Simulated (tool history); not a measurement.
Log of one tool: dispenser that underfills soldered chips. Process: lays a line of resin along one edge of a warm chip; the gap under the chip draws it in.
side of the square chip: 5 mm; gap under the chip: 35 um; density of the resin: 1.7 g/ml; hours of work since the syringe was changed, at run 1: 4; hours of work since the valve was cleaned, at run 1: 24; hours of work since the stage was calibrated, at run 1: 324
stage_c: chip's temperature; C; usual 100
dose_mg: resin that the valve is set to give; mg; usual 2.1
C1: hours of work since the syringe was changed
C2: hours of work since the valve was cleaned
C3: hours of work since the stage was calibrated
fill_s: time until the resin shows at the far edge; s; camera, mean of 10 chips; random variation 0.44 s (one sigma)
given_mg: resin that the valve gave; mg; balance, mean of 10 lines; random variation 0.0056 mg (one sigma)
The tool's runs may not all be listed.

run 1 hour=0 | stage_c=100 dose_mg=2.1 | C1=4 C2=24 C3=324 | fill_s=36.3 given_mg=2.052
-- hour=2.5 new syringe of resin
-- hour=10.1 new syringe of resin
run 2 hour=10.1 | stage_c=100 dose_mg=2.69 | C1=0 C2=32 C3=331 | fill_s=29.7 given_mg=2.616
run 3 hour=15.1 | stage_c=110 dose_mg=2.1 | C1=4 C2=36 C3=335 | fill_s=28.6 given_mg=2.036
-- hour=17.8 new syringe of resin
-- hour=25.7 new syringe of resin
run 4 hour=27 | stage_c=100 dose_mg=2.1 | C1=1 C2=45 C3=344 | fill_s=33.7 given_mg=2.008
-- hour=29.3 stage's temperature calibrated
run 5 hour=33.6 | stage_c=100 dose_mg=2.1 | C1=6 C2=49 C3=3 | fill_s=40.7 given_mg=2.014
-- hour=34.7 new syringe of resin
-- hour=35.7 dispensing valve cleaned and set on the balance
-- hour=43.5 new syringe of resin
run 6 hour=44.5 | stage_c=100 dose_mg=2.1 | C1=1 C2=7 C3=11 | fill_s=32.6 given_mg=2.092
-- hour=51.2 new syringe of resin
run 7 hour=51.5 | stage_c=100 dose_mg=2.1 | C1=0 C2=12 C3=16 | fill_s=32.7 given_mg=2.083
-- hour=58.9 new syringe of resin
run 8 hour=62 | stage_c=100 dose_mg=2.1 | C1=3 C2=20 C3=24 | fill_s=34.6 given_mg=2.063
-- hour=66.7 new syringe of resin
run 9 hour=71.6 | stage_c=100 dose_mg=2.1 | C1=4 C2=28 C3=32 | fill_s=37.1 given_mg=2.055
-- hour=75 new syringe of resin
run 10 hour=82 | stage_c=100 dose_mg=2.1 | C1=6 C2=36 C3=40 | fill_s=39.9 given_mg=2.046
-- hour=82.7 new syringe of resin
-- hour=90.4 new syringe of resin
run 11 hour=90.4 | stage_c=100 dose_mg=2.1 | C1=0 C2=42 C3=46 | fill_s=31 given_mg=2.034
-- hour=98.2 new syringe of resin
-- hour=100.9 dispensing valve cleaned and set on the balance
run 12 hour=100.9 | stage_c=100 dose_mg=2.1 | C1=1 C2=0 C3=54 | fill_s=33.8 given_mg=2.096
-- hour=106.8 new syringe of resin
run 13 hour=108.6 | stage_c=100 dose_mg=2.1 | C1=1 C2=6 C3=59 | fill_s=32.9 given_mg=2.087
-- hour=114.2 new syringe of resin
run 14 hour=116.3 | stage_c=100 dose_mg=2.1 | C1=2 C2=12 C3=65 | fill_s=33.7 given_mg=2.078
-- hour=121.9 new syringe of resin
run 15 hour=123 | stage_c=100 dose_mg=2.1 | C1=1 C2=17 C3=70 | fill_s=33 given_mg=2.065
-- hour=129.4 new syringe of resin
run 16 hour=132.4 | stage_c=100 dose_mg=2.1 | C1=2 C2=24 C3=78 | fill_s=34.5 given_mg=2.051
-- hour=137.5 new syringe of resin
run 17 hour=138 | stage_c=100 dose_mg=2.1 | C1=0 C2=28 C3=82 | fill_s=31.7 given_mg=2.048
run 18 hour=144.4 | stage_c=112 dose_mg=2.63 | C1=6 C2=34 C3=87 | fill_s=27.9 given_mg=2.554
-- hour=145.7 new syringe of resin
run 19 hour=150.4 | stage_c=111 dose_mg=2.07 | C1=4 C2=38 C3=92 | fill_s=27.6 given_mg=1.999

The next listed run, before its measurement:
-- hour=153.7 new syringe of resin
run 20 hour=158.6 | stage_c=111 dose_mg=2.07 | C1=4 C2=44 C3=98 | fill_s=? given_mg=?

{"run 20": {"fill_s": 28, "given_mg": 1.983}}
Without the tool's hidden state the same run would have given fill_s 23.5 s, given_mg 2.066 mg.
